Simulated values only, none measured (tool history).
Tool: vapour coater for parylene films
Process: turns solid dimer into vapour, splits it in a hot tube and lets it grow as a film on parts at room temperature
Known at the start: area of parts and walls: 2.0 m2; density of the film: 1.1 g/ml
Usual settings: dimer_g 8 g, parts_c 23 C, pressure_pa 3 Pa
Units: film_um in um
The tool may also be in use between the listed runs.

Run 1, hour 0: usual settings. Result: film_um 1.99 um.
Run 2, hour 41.2: usual settings. Result: film_um 1.97 um.
Run 3, hour 89: usual settings but pressure_pa 4.15 Pa. Result: film_um 1.88 um.
Run 4, hour 118.4: usual settings. Result: film_um 1.95 um.
Run 5, hour 163.1: usual settings. Result: film_um 1.95 um.
Run 6, hour 204.2: usual settings. Result: film_um 1.88 um.
Run 7, hour 251.8: usual settings but pressure_pa 2.11 Pa. Result: film_um 1.95 um.
Run 8, hour 289: usual settings. Result: film_um 1.83 um.
Run 9, hour 336.4: usual settings. Result: film_um 1.84 um.
Run 10, hour 369.5: usual settings but dimer_g 9 g, pressure_pa 3.8 Pa. Result: film_um 1.97 um.
At hour 374.8: table's thermometer calibrated.
Run 11, hour 402: usual settings but dimer_g 3 g, pressure_pa 3.8 Pa. Result: film_um 0.68 um.
Run 12, hour 425.8: usual settings but dimer_g 11 g. Result: film_um 2.41 um.
Run 13, hour 469: usual settings but parts_c 17 C, pressure_pa 7.51 Pa. Result: film_um 2.13 um.
At hour 489: table's thermometer calibrated, once more.
Run 14, hour 494.7: usual settings but parts_c 34 C, pressure_pa 2.41 Pa. Result: film_um 1.09 um.
Run 15, hour 514.7: usual settings but dimer_g 3 g. Result: film_um 0.68 um.
At hour 523.4: trap's valve overhauled.
Run 16, hour 556.8: usual settings but dimer_g 3 g, parts_c 20 C, pressure_pa 8.29 Pa. Result: film_um 0.78 um.
Run 17, hour 593.9: usual settings but dimer_g 3 g, parts_c 16 C, pressure_pa 10.04 Pa. Result: film_um 0.91 um.
Run 18, hour 615.3: usual settings but parts_c 20 C, pressure_pa 3.86 Pa. Result: film_um 2.3 um.

4 ways to go on from here, each from the tool as it stands after run 18. What would each give?
Run A, hour 652.8: usual settings but dimer_g 6 g, parts_c 19 C, pressure_pa 3.86 Pa. Result: film_um ?.
Run B, hour 652.8: usual settings but dimer_g 13 g, parts_c 20 C, pressure_pa 3.86 Pa. Result: film_um ?.
Run C, hour 652.8: usual settings but dimer_g 6 g, parts_c 28 C, pressure_pa 10.41 Pa. Result: film_um ?.
Run D, hour 652.8: usual settings but dimer_g 4 g, pressure_pa 10.41 Pa. Result: film_um ?.

run  film_um
  A     1.76
  B     3.63
  C     1.01
  D     0.85
Without the tool's hidden state the same runs would have given:
run  film_um
  A     1.82
  B     3.74
  C     1.04
  D     0.88

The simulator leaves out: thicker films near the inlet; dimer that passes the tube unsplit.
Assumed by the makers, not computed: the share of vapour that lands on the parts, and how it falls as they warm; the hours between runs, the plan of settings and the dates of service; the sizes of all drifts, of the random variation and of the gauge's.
